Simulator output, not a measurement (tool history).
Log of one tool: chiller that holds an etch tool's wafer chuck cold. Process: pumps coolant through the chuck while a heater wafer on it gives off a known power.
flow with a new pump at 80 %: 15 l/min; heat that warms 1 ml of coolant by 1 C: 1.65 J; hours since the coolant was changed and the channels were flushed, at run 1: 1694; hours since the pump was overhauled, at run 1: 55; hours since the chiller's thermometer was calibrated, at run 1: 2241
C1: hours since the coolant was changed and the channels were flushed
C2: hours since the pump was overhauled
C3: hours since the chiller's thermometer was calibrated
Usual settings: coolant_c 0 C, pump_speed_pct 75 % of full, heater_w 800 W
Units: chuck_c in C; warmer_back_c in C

{"run": 1, "day": 0.0, "coolant_c": 0, "pump_speed_pct": 75, "heater_w": 800, "C1": 1694, "C2": 55, "C3": 2241, "chuck_c": 9.3, "warmer_back_c": 2.09}
{"run": 2, "day": 1.629, "coolant_c": 0, "pump_speed_pct": 75, "heater_w": 800, "C1": 1734, "C2": 94, "C3": 2280, "chuck_c": 9.3, "warmer_back_c": 2.08}
{"run": 3, "day": 3.362, "coolant_c": 0, "pump_speed_pct": 75, "heater_w": 1047, "C1": 1775, "C2": 136, "C3": 2322, "chuck_c": 12.1, "warmer_back_c": 2.65}
{"run": 4, "day": 4.321, "coolant_c": 0, "pump_speed_pct": 75, "heater_w": 1047, "C1": 1798, "C2": 159, "C3": 2344, "chuck_c": 11.9, "warmer_back_c": 2.71}
{"run": 5, "day": 5.254, "coolant_c": 0, "pump_speed_pct": 75, "heater_w": 1047, "C1": 1821, "C2": 181, "C3": 2367, "chuck_c": 12.2, "warmer_back_c": 2.77}
{"run": 6, "day": 7.258, "coolant_c": 0, "pump_speed_pct": 75, "heater_w": 1047, "C1": 1869, "C2": 229, "C3": 2415, "chuck_c": 12.0, "warmer_back_c": 2.73}
{"run": 7, "day": 8.467, "coolant_c": 0, "pump_speed_pct": 75, "heater_w": 1047, "C1": 1898, "C2": 258, "C3": 2444, "chuck_c": 12.2, "warmer_back_c": 2.78}
{"run": 8, "day": 9.788, "coolant_c": 0, "pump_speed_pct": 75, "heater_w": 1047, "C1": 1929, "C2": 290, "C3": 2476, "chuck_c": 12.2, "warmer_back_c": 2.72}
{"run": 9, "day": 10.733, "coolant_c": 0, "pump_speed_pct": 75, "heater_w": 1047, "C1": 1952, "C2": 313, "C3": 2498, "chuck_c": 12.2, "warmer_back_c": 2.72}
{"run": 10, "day": 11.975, "coolant_c": 0, "pump_speed_pct": 75, "heater_w": 1047, "C1": 1982, "C2": 343, "C3": 2528, "chuck_c": 12.1, "warmer_back_c": 2.74}
{"run": 11, "day": 13.171, "coolant_c": -1, "pump_speed_pct": 85, "heater_w": 1023, "C1": 2011, "C2": 371, "C3": 2557, "chuck_c": 10.4, "warmer_back_c": 2.33}
{"run": 12, "day": 14.067, "coolant_c": -1, "pump_speed_pct": 85, "heater_w": 588, "C1": 2032, "C2": 393, "C3": 2578, "chuck_c": 5.1, "warmer_back_c": 1.34}
{"run": 13, "day": 16.075, "coolant_c": -7, "pump_speed_pct": 89, "heater_w": 1065, "C1": 2080, "C2": 441, "C3": 2627, "chuck_c": 4.2, "warmer_back_c": 2.32}
{"run": 14, "day": 16.938, "coolant_c": -7, "pump_speed_pct": 63, "heater_w": 562, "C1": 2101, "C2": 462, "C3": 2647, "chuck_c": 0.0, "warmer_back_c": 1.75}
{"run": 15, "day": 18.925, "coolant_c": -7, "pump_speed_pct": 63, "heater_w": 562, "C1": 2149, "C2": 509, "C3": 2695, "chuck_c": 0.1, "warmer_back_c": 1.78}
{"run": 16, "day": 20.8, "coolant_c": 7, "pump_speed_pct": 75, "heater_w": 857, "C1": 2194, "C2": 554, "C3": 2740, "chuck_c": 17.0, "warmer_back_c": 2.24}
{"run": 17, "day": 22.733, "coolant_c": -2, "pump_speed_pct": 60, "heater_w": 800, "C1": 2240, "C2": 601, "C3": 2786, "chuck_c": 8.5, "warmer_back_c": 2.63}

The same runs without the tool's hidden state, with the same run-to-run variation:
The hidden state here: heat passed by the chuck's channels, % of clean ones'; flow at a given pump speed, % of a new pump's; coolant's true temperature over the reading, C; drift of the gauge itself on chuck_c, C; drift of the gauge itself on warmer_back_c, C.
run=1 chuck_c=9.1 warmer_back_c=2.07
run=2 chuck_c=9.1 warmer_back_c=2.06
run=3 chuck_c=11.8 warmer_back_c=2.63
run=4 chuck_c=11.6 warmer_back_c=2.68
run=5 chuck_c=11.9 warmer_back_c=2.74
run=6 chuck_c=11.7 warmer_back_c=2.70
run=7 chuck_c=11.8 warmer_back_c=2.74
run=8 chuck_c=11.8 warmer_back_c=2.69
run=9 chuck_c=11.8 warmer_back_c=2.68
run=10 chuck_c=11.7 warmer_back_c=2.70
run=11 chuck_c=10.0 warmer_back_c=2.30
run=12 chuck_c=5.1 warmer_back_c=1.32
run=13 chuck_c=3.8 warmer_back_c=2.29
run=14 chuck_c=-0.1 warmer_back_c=1.73
run=15 chuck_c=0.0 warmer_back_c=1.75
run=16 chuck_c=16.7 warmer_back_c=2.20
run=17 chuck_c=8.1 warmer_back_c=2.58

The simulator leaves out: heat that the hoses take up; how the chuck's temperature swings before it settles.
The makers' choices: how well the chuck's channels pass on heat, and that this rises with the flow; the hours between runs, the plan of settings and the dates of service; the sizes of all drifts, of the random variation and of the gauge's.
